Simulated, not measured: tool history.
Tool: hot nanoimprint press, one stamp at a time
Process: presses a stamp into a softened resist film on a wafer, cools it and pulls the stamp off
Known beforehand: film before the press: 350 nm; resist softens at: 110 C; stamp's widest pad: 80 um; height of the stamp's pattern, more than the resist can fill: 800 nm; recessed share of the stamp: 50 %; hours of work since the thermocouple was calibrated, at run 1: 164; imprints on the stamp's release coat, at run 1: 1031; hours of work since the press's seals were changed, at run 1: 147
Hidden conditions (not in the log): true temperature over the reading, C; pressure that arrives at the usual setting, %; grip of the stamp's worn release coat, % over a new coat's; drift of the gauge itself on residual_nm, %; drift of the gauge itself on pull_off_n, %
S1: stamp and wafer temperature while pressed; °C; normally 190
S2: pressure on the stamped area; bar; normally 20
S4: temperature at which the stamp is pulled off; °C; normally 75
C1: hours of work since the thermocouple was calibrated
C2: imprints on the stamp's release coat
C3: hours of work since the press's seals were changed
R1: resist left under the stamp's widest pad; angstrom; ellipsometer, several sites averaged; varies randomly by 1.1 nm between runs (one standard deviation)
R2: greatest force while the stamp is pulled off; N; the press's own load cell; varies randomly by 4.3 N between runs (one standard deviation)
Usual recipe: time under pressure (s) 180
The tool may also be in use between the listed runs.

run 1 hour=0 | S1=190 S2=20 time_under_pressure_(s)=180 S4=75 | C1=164 C2=1031 C3=147 | R1=1610 R2=285
run 2 hour=16.7 | S1=190 S2=20 time_under_pressure_(s)=180 S4=75 | C1=176 C2=1087 C3=159 | R1=1626 R2=292
run 3 hour=26.3 | S1=190 S2=20 time_under_pressure_(s)=180 S4=75 | C1=182 C2=1119 C3=166 | R1=1646 R2=298
run 4 hour=40.3 | S1=190 S2=20 time_under_pressure_(s)=180 S4=75 | C1=192 C2=1166 C3=176 | R1=1643 R2=296
run 5 hour=49.2 | S1=190 S2=20 time_under_pressure_(s)=180 S4=75 | C1=198 C2=1196 C3=182 | R1=1671 R2=293
run 6 hour=61.6 | S1=190 S2=20 time_under_pressure_(s)=180 S4=75 | C1=207 C2=1237 C3=190 | R1=1630 R2=304
run 7 hour=75.7 | S1=182 S2=22.1 time_under_pressure_(s)=180 S4=67 | C1=217 C2=1284 C3=200 | R1=2194 R2=335
run 8 hour=89.4 | S1=195 S2=30.7 time_under_pressure_(s)=180 S4=76 | C1=226 C2=1330 C3=210 | R1=1078 R2=311
run 9 hour=99.4 | S1=195 S2=30.7 time_under_pressure_(s)=180 S4=76 | C1=233 C2=1364 C3=217 | R1=1078 R2=308

Estimate the outcome of run 10 from the log above:
run 10 hour=109.8 | S1=182 S2=20 time_under_pressure_(s)=221 S4=76 | C1=240 C2=1398 C3=224 | R1=? R2=?

R1: 2145 angstrom
R2: 313 N
If the tool had no hidden condition, the same run with the same run-to-run variation would have returned R1 2085 angstrom, R2 206 N.
